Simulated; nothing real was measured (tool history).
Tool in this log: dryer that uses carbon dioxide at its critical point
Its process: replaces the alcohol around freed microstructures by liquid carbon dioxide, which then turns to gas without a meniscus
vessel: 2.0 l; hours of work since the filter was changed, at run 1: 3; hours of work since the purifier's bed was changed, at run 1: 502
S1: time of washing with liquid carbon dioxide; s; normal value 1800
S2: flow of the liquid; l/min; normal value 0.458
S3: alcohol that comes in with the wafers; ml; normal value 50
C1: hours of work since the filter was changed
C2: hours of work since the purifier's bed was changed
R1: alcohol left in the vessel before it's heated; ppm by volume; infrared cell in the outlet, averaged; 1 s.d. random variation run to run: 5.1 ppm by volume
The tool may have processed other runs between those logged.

{"run": 1, "hour": 0.0, "S1": 1800, "S2": 0.458, "S3": 50, "C1": 3, "C2": 502, "R1": 130}
{"run": 2, "hour": 17.4, "S1": 1800, "S2": 0.458, "S3": 50, "C1": 16, "C2": 515, "R1": 134}
{"run": 3, "hour": 53.0, "S1": 1800, "S2": 0.458, "S3": 50, "C1": 42, "C2": 542, "R1": 155}
{"run": 4, "hour": 73.2, "S1": 1800, "S2": 0.458, "S3": 50, "C1": 58, "C2": 557, "R1": 147}
{"run": 5, "hour": 108.1, "S1": 1440, "S2": 0.458, "S3": 50, "C1": 84, "C2": 583, "R1": 281}
{"run": 6, "hour": 139.0, "S1": 1440, "S2": 0.458, "S3": 50, "C1": 107, "C2": 606, "R1": 297}
{"run": 7, "hour": 164.9, "S1": 1440, "S2": 0.458, "S3": 50, "C1": 127, "C2": 626, "R1": 316}
{"run": 8, "hour": 195.3, "S1": 1440, "S2": 0.458, "S3": 50, "C1": 150, "C2": 649, "R1": 312}
{"run": 9, "hour": 225.9, "S1": 1440, "S2": 0.458, "S3": 50, "C1": 173, "C2": 672, "R1": 340}
{"run": 10, "hour": 250.2, "S1": 1800, "S2": 0.458, "S3": 50, "C1": 191, "C2": 690, "R1": 179}
{"run": 11, "hour": 280.5, "S1": 1800, "S2": 0.458, "S3": 50, "C1": 214, "C2": 713, "R1": 197}
{"run": 12, "hour": 299.2, "S1": 2040, "S2": 0.458, "S3": 50, "C1": 228, "C2": 727, "R1": 146}
{"run": 13, "hour": 320.3, "S1": 1800, "S2": 0.458, "S3": 82, "C1": 244, "C2": 743, "R1": 276}
{"run": 14, "hour": 336.8, "S1": 1800, "S2": 0.458, "S3": 82, "C1": 256, "C2": 755, "R1": 273}
{"run": 15, "hour": 356.4, "S1": 2160, "S2": 0.458, "S3": 50, "C1": 271, "C2": 770, "R1": 144}
{"run": 16, "hour": 381.8, "S1": 2160, "S2": 0.458, "S3": 50, "C1": 290, "C2": 789, "R1": 158}
{"run": 17, "hour": 406.6, "S1": 1440, "S2": 0.458, "S3": 50, "C1": 309, "C2": 808, "R1": 423}
{"run": 18, "hour": 427.3, "S1": 1620, "S2": 0.444, "S3": 22, "C1": 324, "C2": 823, "R1": 224}
{"run": 19, "hour": 453.5, "S1": 1740, "S2": 0.317, "S3": 70, "C1": 344, "C2": 843, "R1": 1055}
{"hour": 470.6, "done": "inlet filter changed"}
{"run": 20, "hour": 478.5, "S1": 1740, "S2": 0.317, "S3": 70, "C1": 6, "C2": 861, "R1": 623}

For run 21, what comes out?
{"run": 21, "hour": 513.2, "S1": 1740, "S2": 0.581, "S3": 35, "C1": 32, "C2": 887, "R1": "?"}

R1: 143 ppm by volume
Minus the tool's unlogged condition, the same run would have read R1 13 ppm by volume.

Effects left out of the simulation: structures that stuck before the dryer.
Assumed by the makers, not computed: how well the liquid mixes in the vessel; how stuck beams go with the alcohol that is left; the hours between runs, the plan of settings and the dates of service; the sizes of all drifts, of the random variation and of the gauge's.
